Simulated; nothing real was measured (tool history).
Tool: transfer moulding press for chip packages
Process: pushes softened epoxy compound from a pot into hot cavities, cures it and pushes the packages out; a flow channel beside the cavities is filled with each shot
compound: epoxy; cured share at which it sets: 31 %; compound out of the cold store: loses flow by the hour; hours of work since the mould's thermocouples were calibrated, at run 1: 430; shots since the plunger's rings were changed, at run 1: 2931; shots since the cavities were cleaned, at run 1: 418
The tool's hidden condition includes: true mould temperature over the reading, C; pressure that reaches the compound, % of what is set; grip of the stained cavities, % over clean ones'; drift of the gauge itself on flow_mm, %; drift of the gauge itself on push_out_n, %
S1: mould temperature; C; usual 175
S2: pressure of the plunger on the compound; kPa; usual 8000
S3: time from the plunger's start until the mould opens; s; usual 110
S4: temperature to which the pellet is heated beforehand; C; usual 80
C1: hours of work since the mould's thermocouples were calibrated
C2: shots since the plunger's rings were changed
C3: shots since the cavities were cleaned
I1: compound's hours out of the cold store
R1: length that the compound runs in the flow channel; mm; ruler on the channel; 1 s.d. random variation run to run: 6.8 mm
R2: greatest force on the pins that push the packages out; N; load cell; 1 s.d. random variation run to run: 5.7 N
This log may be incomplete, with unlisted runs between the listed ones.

Run 1, day 0.000: usual settings; C1 430; C2 2931; C3 418; I1 14.1. Result: R1 902 mm, R2 295 N.
At day 1.129: cavities cleaned with cleaning compound and waxed.
Run 2, day 1.238: usual settings but S1 170 C; C1 442; C2 3137; C3 19; I1 21.9. Result: R1 907 mm, R2 265 N.
Run 3, day 1.938: usual settings but S1 170 C; C1 449; C2 3260; C3 142; I1 42.3. Result: R1 820 mm, R2 288 N.
Run 4, day 3.192: usual settings but S1 170 C; C1 461; C2 3480; C3 362; I1 12.9. Result: R1 911 mm, R2 367 N.
Run 5, day 3.846: usual settings but S4 88 C; C1 468; C2 3595; C3 477; I1 45.9. Result: R1 795 mm, R2 277 N.
At day 4.579: cavities cleaned with cleaning compound and waxed.
Run 6, day 4.867: usual settings; C1 477; C2 3764; C3 50; I1 10.1. Result: R1 908 mm, R2 217 N.
At day 5.421: plunger's sealing rings changed.
Run 7, day 6.000: usual settings; C1 488; C2 101; C3 230; I1 15.6. Result: R1 960 mm, R2 261 N.
At day 6.175: mould's thermocouples calibrated.
Run 8, day 6.988: usual settings but S2 8720 kPa; C1 8; C2 260; C3 389; I1 45.8. Result: R1 867 mm, R2 272 N.
At day 8.204: cavities cleaned with cleaning compound and waxed.
Run 9, day 8.204: usual settings but S1 179 C; C1 20; C2 463; C3 0; I1 18.8. Result: R1 915 mm, R2 172 N.
At day 8.875: mould's thermocouples calibrated, once more.
Run 10, day 9.538: usual settings; C1 7; C2 683; C3 220; I1 22.2. Result: R1 930 mm, R2 270 N.
Run 11, day 10.496: usual settings but S2 7240 kPa; C1 16; C2 851; C3 388; I1 36.6. Result: R1 830 mm, R2 285 N.
Run 12, day 11.446: usual settings but S2 7240 kPa; C1 26; C2 1018; C3 555; I1 33.2. Result: R1 834 mm, R2 289 N.
At day 11.742: cavities cleaned with cleaning compound and waxed.
Run 13, day 12.408: usual settings but S1 170 C, S2 6910 kPa, S4 85 C; C1 35; C2 1176; C3 117; I1 31.5. Result: R1 828 mm, R2 288 N.
Run 14, day 13.475: usual settings but S2 7190 kPa, S3 93 s; C1 45; C2 1363; C3 304; I1 47.1. Result: R1 779 mm, R2 340 N.
Run 15, day 14.517: usual settings but S1 169 C, S2 9560 kPa, S3 140 s, S4 81 C; C1 56; C2 1547; C3 488; I1 27.2. Result: R1 977 mm, R2 290 N.
At day 15.258: cavities cleaned with cleaning compound and waxed.
Run 16, day 15.604: usual settings but S2 7150 kPa, S3 122 s; C1 66; C2 1727; C3 61; I1 20.8. Result: R1 859 mm, R2 198 N.
Run 17, day 16.392: usual settings but S2 7150 kPa, S3 122 s; C1 74; C2 1865; C3 199; I1 36.0. Result: R1 810 mm, R2 233 N.
Run 18, day 17.825: usual settings but S1 181 C, S2 6880 kPa, S3 102 s, S4 79 C; C1 88; C2 2116; C3 450; I1 9.3. Result: R1 843 mm, R2 272 N.
At day 18.762: cavities cleaned with cleaning compound and waxed.
Run 19, day 19.167: usual settings but S2 7810 kPa, S4 84 C; C1 101; C2 2341; C3 71; I1 27.3. Result: R1 870 mm, R2 233 N.
Run 20, day 19.896: usual settings but S2 9050 kPa; C1 108; C2 2470; C3 200; I1 15.3. Result: R1 974 mm, R2 256 N.
Run 21, day 21.138: usual settings but S2 9050 kPa; C1 121; C2 2688; C3 418; I1 37.7. Result: R1 878 mm, R2 289 N.
At day 22.267: cavities cleaned with cleaning compound and waxed.
Run 22, day 22.325: usual settings but S1 180 C, S2 9670 kPa, S3 148 s; C1 132; C2 2886; C3 11; I1 14.1. Result: R1 975 mm, R2 186 N.
Run 23, day 23.262: usual settings but S1 180 C, S2 9670 kPa, S3 148 s; C1 141; C2 3050; C3 175; I1 41.9. Result: R1 877 mm, R2 219 N.

Each row is a separate what-if for the run after 23, all from the same tool condition, not one after another. Results?
Run A, day 24.150: usual settings but S1 182 C, S2 6430 kPa, S3 129 s; C1 150; C2 3206; C3 331; I1 46.7. Result: R1 ?, R2 ?.
Run B, day 24.150: usual settings but S3 123 s; C1 150; C2 3206; C3 331; I1 18.2. Result: R1 ?, R2 ?.
Run C, day 24.150: usual settings but S2 8640 kPa, S4 85 C; C1 150; C2 3206; C3 331; I1 34.0. Result: R1 ?, R2 ?.
Run D, day 24.150: usual settings but S1 180 C, S2 6410 kPa, S3 138 s, S4 83 C; C1 150; C2 3206; C3 331; I1 42.6. Result: R1 ?, R2 ?.
Run E, day 24.150: usual settings but S1 174 C, S2 9670 kPa, S3 148 s; C1 150; C2 3206; C3 331; I1 43.2. Result: R1 ?, R2 ?.

run   R1   R2
  A  694  254
  B  897  264
  C  861  277
  D  716  233
  E  892  248
Stripped of hidden state, with their random variation kept, the same runs would have yielded:
run   R1   R2
  A  739  184
  B  955  191
  C  916  200
  D  762  166
  E  949  179
